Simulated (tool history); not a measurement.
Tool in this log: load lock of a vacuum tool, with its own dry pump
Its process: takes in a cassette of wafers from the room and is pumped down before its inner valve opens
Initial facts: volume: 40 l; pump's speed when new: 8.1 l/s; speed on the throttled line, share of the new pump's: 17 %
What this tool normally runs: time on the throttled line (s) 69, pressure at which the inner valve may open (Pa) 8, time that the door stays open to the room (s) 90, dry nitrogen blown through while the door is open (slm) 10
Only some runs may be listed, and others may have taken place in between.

| run | day | time on the throttled line (s) | pressure at which the inner valve may open (Pa) | time that the door stays open to the room (s) | dry nitrogen blown through while the door is open (slm) | incoming humidity of the room's air, % | time from the closed door until the inner valve may open (s) | rise of the pressure with all valves shut (Pa/min) |
|---|---|---|---|---|---|---|---|---|
| 1 | 0.000 | 69 | 8 | 90 | 10 | 45.4 | 103.7 | 0.145 |
| 2 | 13.625 | 69 | 8 | 90 | 10 | 47.6 | 104.7 | 0.155 |
| 3 | 23.542 | 69 | 10 | 90 | 10 | 44.3 | 104.3 | 0.158 |
| 4 | 35.633 | 69 | 10 | 90 | 10 | 43.6 | 104.6 | 0.163 |
| 5 | 46.146 | 69 | 8 | 90 | 12 | 45.2 | 105.3 | 0.167 |
| 6 | 58.562 | 66 | 8 | 90 | 10 | 41.4 | 102.4 | 0.172 |
| 7 | 71.283 | 66 | 8 | 90 | 10 | 46.5 | 103.1 | 0.188 |
| 8 | 80.483 | 69 | 8 | 90 | 10 | 43.6 | 104.7 | 0.194 |
| 9 | 89.438 | 138 | 8 | 90 | 10 | 44.0 | 161.6 | 0.203 |

Run 10 is up next; what results do you expect?
| 10 | 101.871 | 69 | 8 | 90 | 10 | 45.5 | ? | ? |

{"run 10": {"time from the closed door until the inner valve may open (s)": 104.9, "rise of the pressure with all valves shut (Pa/min)": 0.206}}
Minus the tool's unlogged condition, the same run would have read time from the closed door until the inner valve may open (s) 103.7, rise of the pressure with all valves shut (Pa/min) 0.064.
